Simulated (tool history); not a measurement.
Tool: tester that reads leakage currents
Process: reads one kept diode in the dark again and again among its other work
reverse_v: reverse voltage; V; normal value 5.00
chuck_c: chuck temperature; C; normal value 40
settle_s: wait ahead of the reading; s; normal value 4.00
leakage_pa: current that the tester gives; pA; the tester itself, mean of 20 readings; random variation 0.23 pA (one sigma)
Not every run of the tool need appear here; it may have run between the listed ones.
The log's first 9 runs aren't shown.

Run 10, day 70.354: usual settings. Result: leakage_pa 75.92 pA.
At day 71.083: chuck's temperature calibrated.
At day 75.771: probe card cleaned and baked.
Run 11, day 77.975: usual settings. Result: leakage_pa 75.52 pA.
Run 12, day 85.888: usual settings. Result: leakage_pa 75.56 pA.
Run 13, day 92.625: usual settings but settle_s 1.00 s. Result: leakage_pa 76.65 pA.
Run 14, day 96.775: usual settings but settle_s 1.00 s. Result: leakage_pa 76.48 pA.
Run 15, day 104.396: usual settings but settle_s 2.87 s. Result: leakage_pa 75.63 pA.
Run 16, day 110.525: usual settings but settle_s 2.87 s. Result: leakage_pa 76.16 pA.
At day 117.954: chuck's temperature calibrated.
Run 17, day 118.833: usual settings but settle_s 1.49 s. Result: leakage_pa 76.13 pA.
Run 18, day 124.688: usual settings but reverse_v 8.33 V, chuck_c 27 C, settle_s 5.20 s. Result: leakage_pa 30.68 pA.
Run 19, day 134.783: usual settings but reverse_v 3.29 V, chuck_c 41 C, settle_s 4.99 s. Result: leakage_pa 65.59 pA.
At day 142.050: probe card cleaned and baked.
Run 20, day 142.188: usual settings but reverse_v 1.05 V, chuck_c 41 C, settle_s 4.29 s. Result: leakage_pa 35.96 pA.
Run 21, day 149.604: usual settings but chuck_c 23 C. Result: leakage_pa 15.71 pA.
Run 22, day 157.767: usual settings but reverse_v 5.89 V, chuck_c 28 C, settle_s 1.02 s. Result: leakage_pa 28.64 pA.
At day 165.400: chuck's temperature calibrated.
Run 23, day 167.508: usual settings but reverse_v 5.07 V, chuck_c 28 C, settle_s 1.38 s. Result: leakage_pa 26.21 pA.
Run 24, day 173.438: usual settings but reverse_v 8.34 V, chuck_c 42 C, settle_s 2.72 s. Result: leakage_pa 119.33 pA.
Run 25, day 181.017: usual settings but reverse_v 8.34 V, chuck_c 42 C, settle_s 2.72 s. Result: leakage_pa 118.86 pA.
Run 26, day 185.812: usual settings but reverse_v 3.57 V, chuck_c 32 C. Result: leakage_pa 30.75 pA.
Run 27, day 193.017: usual settings but reverse_v 10.21 V. Result: leakage_pa 110.97 pA.
Run 28, day 202.571: usual settings but reverse_v 10.21 V. Result: leakage_pa 110.87 pA.
At day 208.188: probe card cleaned and baked.
Run 29, day 212.062: usual settings but reverse_v 10.21 V. Result: leakage_pa 111.87 pA.
At day 212.946: chuck's temperature calibrated.
Run 30, day 216.662: usual settings but reverse_v 10.21 V. Result: leakage_pa 111.18 pA.

4 ways to go on from here, each from the tool as it stands after run 30. What would each give?
Run A, day 221.246: usual settings but reverse_v 10.21 V, chuck_c 22 C. Result: leakage_pa ?.
Run B, day 221.246: usual settings but reverse_v 2.46 V. Result: leakage_pa ?.
Run C, day 221.246: usual settings but reverse_v 1.39 V, chuck_c 54 C, settle_s 4.13 s. Result: leakage_pa ?.
Run D, day 221.246: usual settings but reverse_v 2.77 V. Result: leakage_pa ?.

run  leakage_pa
  A       21.36
  B       51.34
  C      123.32
  D       55.19
With the hidden condition removed and each run's random variation left untouched, the same runs would have given:
run  leakage_pa
  A       21.34
  B       51.33
  C      123.32
  D       55.18
